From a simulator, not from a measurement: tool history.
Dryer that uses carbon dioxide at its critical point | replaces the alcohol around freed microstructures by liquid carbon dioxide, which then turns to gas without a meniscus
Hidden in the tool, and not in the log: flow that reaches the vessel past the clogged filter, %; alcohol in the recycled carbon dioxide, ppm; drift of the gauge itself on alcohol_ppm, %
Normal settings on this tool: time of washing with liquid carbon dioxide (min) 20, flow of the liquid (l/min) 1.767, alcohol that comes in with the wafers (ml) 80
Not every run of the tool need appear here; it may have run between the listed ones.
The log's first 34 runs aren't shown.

run	day	time of washing with liquid carbon dioxide (min)	flow of the liquid (l/min)	alcohol that comes in with the wafers (ml)	hours of work since the filter was changed	hours of work since the purifier's bed was changed	alcohol left in the vessel before it's heated (ppm by volume)
35	67.421	20	2.63	23	240	637	150
36	70.208	19	2.63	23	287	684	166
37	71.921	20	2.16	32	316	713	169
# day 72.979: purifier's bed changed
38	74.704	20	2.16	32	360	29	19
39	75.996	20	2.16	25	382	51	24
# day 78.321: inlet filter changed
40	78.7	20	2.36	80	6	96	24
41	81.308	20	2.36	80	50	140	48
42	83.208	20	2.36	80	82	172	52
43	85.562	20	2.36	80	122	212	60
44	88.346	20	2.36	80	169	259	73
45	90.638	29	1.767	46	208	297	66
46	93.271	14	1.767	82	252	342	192
47	94.854	14	1.767	82	279	369	205

Here are 3 independent what-if runs from the current tool condition. What would each one return?
A	96.158	18	1.93	110	301	391	?
B	96.158	21	1.767	56	301	391	?
C	96.158	12	1.51	30	301	391	?

run	alcohol left in the vessel before it's heated (ppm by volume)
A	117
B	103
C	274
The same runs, with their run-to-run variation unchanged, on a tool lacking any hidden condition would have given:
run	alcohol left in the vessel before it's heated (ppm by volume)
A	19
B	13
C	135

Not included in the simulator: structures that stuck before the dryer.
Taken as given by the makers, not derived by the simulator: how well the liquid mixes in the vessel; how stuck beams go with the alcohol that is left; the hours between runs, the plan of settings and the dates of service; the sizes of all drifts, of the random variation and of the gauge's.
